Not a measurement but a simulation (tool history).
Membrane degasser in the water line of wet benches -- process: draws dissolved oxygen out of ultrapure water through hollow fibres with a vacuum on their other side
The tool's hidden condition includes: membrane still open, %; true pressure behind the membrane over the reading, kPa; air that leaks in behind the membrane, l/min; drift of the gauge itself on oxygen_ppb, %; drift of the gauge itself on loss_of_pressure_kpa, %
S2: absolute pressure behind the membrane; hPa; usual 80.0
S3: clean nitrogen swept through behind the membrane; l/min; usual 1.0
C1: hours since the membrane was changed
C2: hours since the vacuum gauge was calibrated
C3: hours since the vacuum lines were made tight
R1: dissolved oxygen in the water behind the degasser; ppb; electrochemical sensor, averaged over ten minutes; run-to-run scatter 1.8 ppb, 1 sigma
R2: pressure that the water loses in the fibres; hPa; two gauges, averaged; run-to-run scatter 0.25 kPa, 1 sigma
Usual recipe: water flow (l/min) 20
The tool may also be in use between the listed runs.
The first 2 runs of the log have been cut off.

Run 3, hour 113.7: usual settings; C1 2131; C2 2216; C3 11051. Result: R1 253.8 ppb, R2 684.8 hPa.
Run 4, hour 183.5: usual settings; C1 2201; C2 2285; C3 11121. Result: R1 255.3 ppb, R2 675.9 hPa.
Run 5, hour 245.8: usual settings; C1 2263; C2 2348; C3 11183. Result: R1 252.5 ppb, R2 687.1 hPa.
Run 6, hour 286.7: usual settings; C1 2304; C2 2389; C3 11224. Result: R1 254.0 ppb, R2 683.4 hPa.
Run 7, hour 356.4: usual settings; C1 2373; C2 2458; C3 11293. Result: R1 253.6 ppb, R2 687.2 hPa.
Run 8, hour 389.7: usual settings; C1 2407; C2 2492; C3 11327. Result: R1 256.8 ppb, R2 683.4 hPa.
Run 9, hour 440.3: usual settings but S2 57.1 hPa; C1 2457; C2 2542; C3 11377. Result: R1 152.7 ppb, R2 686.4 hPa.
Run 10, hour 512.4: usual settings but S2 57.1 hPa; C1 2529; C2 2614; C3 11449. Result: R1 155.4 ppb, R2 682.1 hPa.
Run 11, hour 583.2: usual settings but S2 57.1 hPa; C1 2600; C2 2685; C3 11520. Result: R1 154.7 ppb, R2 687.5 hPa.
Run 12, hour 632.0: usual settings but S2 57.1 hPa; C1 2649; C2 2734; C3 11569. Result: R1 155.3 ppb, R2 682.7 hPa.
Run 13, hour 700.8: usual settings but water flow (l/min) 14, S2 57.1 hPa; C1 2718; C2 2803; C3 11638. Result: R1 94.0 ppb, R2 479.3 hPa.
Run 14, hour 774.5: usual settings but water flow (l/min) 14, S2 57.1 hPa; C1 2792; C2 2876; C3 11712. Result: R1 94.6 ppb, R2 482.3 hPa.
Run 15, hour 852.2: usual settings but water flow (l/min) 14, S2 57.1 hPa; C1 2869; C2 2954; C3 11789. Result: R1 95.9 ppb, R2 480.5 hPa.
Run 16, hour 923.4: usual settings but water flow (l/min) 14, S2 57.1 hPa; C1 2940; C2 3025; C3 11861. Result: R1 95.7 ppb, R2 482.2 hPa.

The next listed run, before its measurement:
Run 17, hour 993.0: usual settings but water flow (l/min) 14, S2 63.0 hPa, S3 1.3 l/min; C1 3010; C2 3095; C3 11930. Result: R1 ?, R2 ?.

{"run 17": {"R1": 93.0, "R2": 483.5}}
Minus the tool's unlogged condition, the same run would have read R1 84.9 ppb, R2 477.3 hPa.

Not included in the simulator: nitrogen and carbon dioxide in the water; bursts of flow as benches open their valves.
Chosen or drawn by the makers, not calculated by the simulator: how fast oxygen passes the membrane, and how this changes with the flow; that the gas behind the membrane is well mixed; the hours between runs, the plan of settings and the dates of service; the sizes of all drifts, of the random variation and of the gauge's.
